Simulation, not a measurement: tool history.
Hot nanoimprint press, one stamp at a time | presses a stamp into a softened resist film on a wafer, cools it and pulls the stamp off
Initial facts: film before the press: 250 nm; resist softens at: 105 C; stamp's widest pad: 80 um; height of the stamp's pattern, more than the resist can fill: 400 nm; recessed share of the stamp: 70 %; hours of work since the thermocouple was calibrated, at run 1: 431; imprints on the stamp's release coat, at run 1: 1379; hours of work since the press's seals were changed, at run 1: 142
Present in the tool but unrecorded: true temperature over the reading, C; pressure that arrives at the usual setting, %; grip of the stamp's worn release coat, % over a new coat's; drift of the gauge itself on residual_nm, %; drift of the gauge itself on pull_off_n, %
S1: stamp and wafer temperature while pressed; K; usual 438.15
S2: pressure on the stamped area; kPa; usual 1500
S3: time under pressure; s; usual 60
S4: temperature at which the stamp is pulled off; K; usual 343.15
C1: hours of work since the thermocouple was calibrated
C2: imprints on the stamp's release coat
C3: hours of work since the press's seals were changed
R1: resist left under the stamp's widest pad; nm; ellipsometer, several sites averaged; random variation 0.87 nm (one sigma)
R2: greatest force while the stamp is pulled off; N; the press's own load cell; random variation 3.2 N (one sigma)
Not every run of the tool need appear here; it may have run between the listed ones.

Run 1, hour 0: usual settings; C1 431; C2 1379; C3 142. Result: R1 129 nm, R2 247 N.
Run 2, hour 8.6: usual settings; C1 436; C2 1400; C3 147. Result: R1 127.9 nm, R2 245 N.
Run 3, hour 16.1: usual settings but S3 106 s; C1 440; C2 1418; C3 151. Result: R1 108.1 nm, R2 247 N.
Run 4, hour 26.4: usual settings but S3 106 s; C1 446; C2 1443; C3 157. Result: R1 108.7 nm, R2 255 N.
Run 5, hour 31.6: usual settings but S3 106 s; C1 449; C2 1456; C3 160. Result: R1 108.7 nm, R2 244 N.
Run 6, hour 40.1: usual settings but S3 106 s; C1 454; C2 1476; C3 165. Result: R1 108.3 nm, R2 256 N.
Run 7, hour 46.9: usual settings but S3 106 s; C1 458; C2 1493; C3 169. Result: R1 109.1 nm, R2 257 N.
Run 8, hour 51.2: usual settings but S2 1780 kPa; C1 461; C2 1503; C3 172. Result: R1 119.3 nm, R2 249 N.
Run 9, hour 61.3: usual settings; C1 466; C2 1528; C3 178. Result: R1 128 nm, R2 262 N.
Run 10, hour 71: usual settings; C1 472; C2 1551; C3 183. Result: R1 130.3 nm, R2 258 N.
At hour 74.8: plate thermocouple calibrated.
Run 11, hour 82.5: usual settings; C1 4; C2 1572; C3 188. Result: R1 120.2 nm, R2 250 N.
Run 12, hour 91.2: usual settings but S1 441.15 K; C1 10; C2 1593; C3 193. Result: R1 105.5 nm, R2 248 N.
Run 13, hour 101.4: usual settings but S4 341.15 K; C1 15; C2 1618; C3 199. Result: R1 119.3 nm, R2 268 N.
Run 14, hour 107.8: usual settings but S4 341.15 K; C1 19; C2 1633; C3 203. Result: R1 120.7 nm, R2 273 N.
Run 15, hour 114.5: usual settings but S1 429.15 K; C1 23; C2 1649; C3 207. Result: R1 172 nm, R2 256 N.
Run 16, hour 122.8: usual settings; C1 28; C2 1670; C3 212. Result: R1 120.9 nm, R2 247 N.
Run 17, hour 131.6: usual settings but S1 441.15 K; C1 33; C2 1691; C3 217. Result: R1 105.4 nm, R2 255 N.
Run 18, hour 137.6: usual settings but S1 441.15 K; C1 37; C2 1706; C3 221. Result: R1 106.5 nm, R2 253 N.
Run 19, hour 143.3: usual settings but S1 436.15 K, S3 31 s; C1 40; C2 1719; C3 224. Result: R1 157.3 nm, R2 259 N.
Run 20, hour 153.8: usual settings but S1 436.15 K, S3 31 s; C1 46; C2 1745; C3 230. Result: R1 158.2 nm, R2 259 N.
Run 21, hour 164.2: usual settings but S1 436.15 K, S3 31 s; C1 52; C2 1770; C3 236. Result: R1 159.8 nm, R2 261 N.
Run 22, hour 174.7: usual settings but S1 436.15 K, S3 31 s, S4 330.15 K; C1 58; C2 1796; C3 242. Result: R1 156.5 nm, R2 339 N.
Run 23, hour 181.7: usual settings but S1 436.15 K, S2 1140 kPa, S3 35 s, S4 330.15 K; C1 62; C2 1812; C3 246. Result: R1 173.4 nm, R2 348 N.
Run 24, hour 190.6: usual settings but S1 447.15 K, S2 1140 kPa, S3 35 s, S4 330.15 K; C1 67; C2 1834; C3 251. Result: R1 120.4 nm, R2 348 N.
Run 25, hour 196.9: usual settings but S1 447.15 K, S2 1140 kPa, S3 35 s, S4 330.15 K; C1 71; C2 1849; C3 255. Result: R1 120.4 nm, R2 349 N.
Run 26, hour 204: usual settings but S2 900 kPa, S3 67 s; C1 75; C2 1866; C3 259. Result: R1 154.8 nm, R2 269 N.
Run 27, hour 211.9: usual settings but S2 900 kPa, S3 67 s; C1 80; C2 1886; C3 264. Result: R1 154.6 nm, R2 268 N.
Run 28, hour 216.7: usual settings but S1 444.15 K, S3 43 s; C1 83; C2 1897; C3 267. Result: R1 107.9 nm, R2 274 N.
Run 29, hour 221.2: usual settings but S1 444.15 K, S3 39 s; C1 85; C2 1908; C3 269. Result: R1 111.9 nm, R2 261 N.
Run 30, hour 230.8: usual settings but S1 444.15 K, S3 39 s; C1 91; C2 1931; C3 275. Result: R1 111.9 nm, R2 287 N.

Branching from run 30: 4 alternative next runs. What would each branch give?
Run A, hour 238.5: usual settings but S1 444.15 K, S2 1290 kPa, S3 70 s; C1 95; C2 1950; C3 279. Result: R1 ?, R2 ?.
Run B, hour 238.5: usual settings but S2 1270 kPa, S4 338.15 K; C1 95; C2 1950; C3 279. Result: R1 ?, R2 ?.
Run C, hour 238.5: usual settings but S4 333.15 K; C1 95; C2 1950; C3 279. Result: R1 ?, R2 ?.
Run D, hour 238.5: usual settings but S1 444.15 K, S2 1100 kPa, S3 41 s; C1 95; C2 1950; C3 279. Result: R1 ?, R2 ?.

run     R1   R2
  A    101  286
  B  130.9  302
  C  123.2  325
  D  129.3  281
Take away the tool's hidden state, keep each run's random variation, and the runs would have read:
run     R1   R2
  A   98.2  155
  B  127.4  163
  C  119.7  176
  D  126.2  153
